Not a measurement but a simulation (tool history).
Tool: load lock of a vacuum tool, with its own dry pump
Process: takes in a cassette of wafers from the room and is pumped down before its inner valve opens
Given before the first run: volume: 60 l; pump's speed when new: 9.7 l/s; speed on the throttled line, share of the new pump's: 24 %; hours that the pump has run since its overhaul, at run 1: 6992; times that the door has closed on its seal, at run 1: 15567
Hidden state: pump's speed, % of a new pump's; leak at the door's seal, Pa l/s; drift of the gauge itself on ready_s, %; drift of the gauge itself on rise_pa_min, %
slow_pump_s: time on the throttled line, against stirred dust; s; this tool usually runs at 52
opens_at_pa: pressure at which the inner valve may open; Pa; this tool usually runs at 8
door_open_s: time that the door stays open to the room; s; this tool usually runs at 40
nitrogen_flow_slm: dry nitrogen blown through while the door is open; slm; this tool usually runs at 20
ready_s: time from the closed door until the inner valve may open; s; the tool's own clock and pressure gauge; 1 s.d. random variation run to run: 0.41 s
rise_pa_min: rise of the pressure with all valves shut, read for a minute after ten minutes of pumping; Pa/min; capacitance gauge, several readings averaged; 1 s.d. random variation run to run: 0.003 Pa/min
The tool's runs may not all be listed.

run,hour,slow_pump_s,opens_at_pa,door_open_s,nitrogen_flow_slm,hours that the pump has run since its overhaul,times that the door has closed on its seal,"incoming humidity of the room's air, %",ready_s,rise_pa_min
1,0.0,52,8,40,20,6992,15567,44.3,102.3,0.075
2,439.2,52,8,40,20,7431,17635,45.7,102.5,0.082
3,694.8,52,8,32,20,7687,18840,44.8,102.4,0.083
4,1025.2,52,8,32,20,8017,20396,47.2,101.3,0.093
5,1260.5,52,8,117,20,8253,21505,45.7,102.7,0.110
6,1498.2,52,8,40,5,8490,22624,42.0,102.8,0.102
7,1752.0,52,8,40,5,8744,23820,43.3,103.1,0.114
8,2164.7,26,8,40,20,9157,25764,45.6,84.0,0.119
9,2487.9,26,8,40,20,9480,27287,43.2,84.3,0.118
10,2823.2,26,8,40,20,9815,28866,49.2,84.2,0.135
11,3082.3,72,8,40,20,10074,30087,43.3,117.4,0.146
12,3452.4,52,8,40,20,10445,31831,46.1,104.1,0.154
13,3651.2,52,8,40,20,10643,32767,41.7,104.1,0.159
14,4010.0,42,15,43,20,11002,34457,43.3,92.0,0.167
15,4201.3,74,7,91,38,11193,35359,45.3,121.8,0.174
16,4447.4,32,8,114,20,11439,36518,43.8,90.1,0.196
17,4663.1,32,8,114,20,11655,37534,43.8,89.6,0.194
18,5094.2,32,8,114,20,12086,39565,42.9,89.8,0.205
19,5360.8,32,8,114,20,12353,40821,45.1,90.0,0.215
20,5693.5,32,8,114,20,12686,42388,44.9,90.2,0.227
21,6015.5,32,8,114,20,13008,43905,43.9,91.1,0.248
# hour 6120.9: dry pump taken out, an overhauled one fitted
22,6204.8,32,8,114,20,84,44769,43.8,82.8,0.248
23,6386.0,58,12,31,7,265,45623,45.1,99.8,0.246
24,6741.5,35,8,40,8,621,47297,43.0,85.9,0.253
25,6962.4,35,8,40,8,842,48338,40.6,85.8,0.267

Here are 5 independent what-if runs from the current tool condition. What would each one return?
A,7278.1,35,8,90,6,1157,49825,40.7,?,?
B,7278.1,35,8,40,8,1157,49825,44.1,?,?
C,7278.1,52,9,40,20,1157,49825,48.1,?,?
D,7278.1,102,8,40,8,1157,49825,45.5,?,?
E,7278.1,52,9,40,9,1157,49825,44.9,?,?

run,ready_s,rise_pa_min
A,86.0,0.282
B,85.8,0.274
C,97.0,0.272
D,136.4,0.278
E,97.8,0.278
Without the tool's hidden state the same runs would have given:
run,ready_s,rise_pa_min
A,85.5,0.028
B,85.4,0.019
C,96.7,0.017
D,136.2,0.021
E,97.4,0.021
